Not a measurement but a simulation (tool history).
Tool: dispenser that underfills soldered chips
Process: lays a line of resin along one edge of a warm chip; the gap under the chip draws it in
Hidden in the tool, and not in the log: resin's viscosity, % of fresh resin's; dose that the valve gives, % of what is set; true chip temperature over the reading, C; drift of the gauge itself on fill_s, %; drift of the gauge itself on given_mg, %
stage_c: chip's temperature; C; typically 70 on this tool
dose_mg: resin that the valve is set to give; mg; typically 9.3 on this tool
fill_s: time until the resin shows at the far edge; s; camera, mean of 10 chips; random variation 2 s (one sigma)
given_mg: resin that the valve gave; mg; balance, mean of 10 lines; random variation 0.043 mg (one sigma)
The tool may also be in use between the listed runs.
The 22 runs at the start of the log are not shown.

run   hour  stage_c  dose_mg  hours of work since the syringe was changed  hours of work since the valve was cleaned  hours of work since the stage was calibrated  fill_s  given_mg
     160.2  -- new syringe of resin
 23  161.8       70    10.13                                            1                                         66                                           343   250.7      9.56
 24  168.1       58     8.35                                            5                                         71                                           347   740.1      7.85
       171  -- new syringe of resin
 25  175.9       72     8.35                                            3                                         76                                           352   284.5      7.85
     181.6  -- new syringe of resin
 26  182.5       72     8.35                                            1                                         80                                           356   223.3      7.79
     192.6  -- new syringe of resin
 27  192.6       66    10.95                                            0                                         87                                           363   271.6     10.09
     198.4  -- dispensing valve cleaned and set on the balance
 28  200.7       66    10.95                                            5                                          2                                           368   411.5     10.95
     204.1  -- new syringe of resin
 29  205.6       66    10.95                                            1                                          5                                           371   318.4     10.89
 30    214       59     9.25                                            7                                         10                                           377     759       9.2
     214.8  -- new syringe of resin
 31  219.7       66     8.04                                            3                                         14                                           380   397.6      7.86
     225.5  -- new syringe of resin
 32  227.6       66     8.04                                            1                                         19                                           385   336.4      7.83
 33  232.3       66     8.04                                            5                                         22                                           389   445.8      7.88
     236.3  -- new syringe of resin
 34  237.4       70     9.45                                            1                                         26                                           392   252.9      9.25

4 options for the next run, each taken on its own from the tool as it stands now. Forecast them:
  A  244.2       69     8.11                                            5                                         30                                           397       ?         ?
  B  244.2       70     8.45                                            5                                         30                                           397       ?         ?
  C  244.2       68      9.3                                            5                                         30                                           397       ?         ?
  D  244.2       70     9.34                                            5                                         30                                           397       ?         ?

run  fill_s  given_mg
  A   399.8      7.92
  B   381.6      8.22
  C   412.2      9.04
  D   368.3      9.12
The same runs, with their run-to-run variation unchanged, on a tool lacking any hidden condition would have given:
run  fill_s  given_mg
  A   209.7      8.12
  B   200.9      8.43
  C   216.6      9.27
  D   194.1      9.35
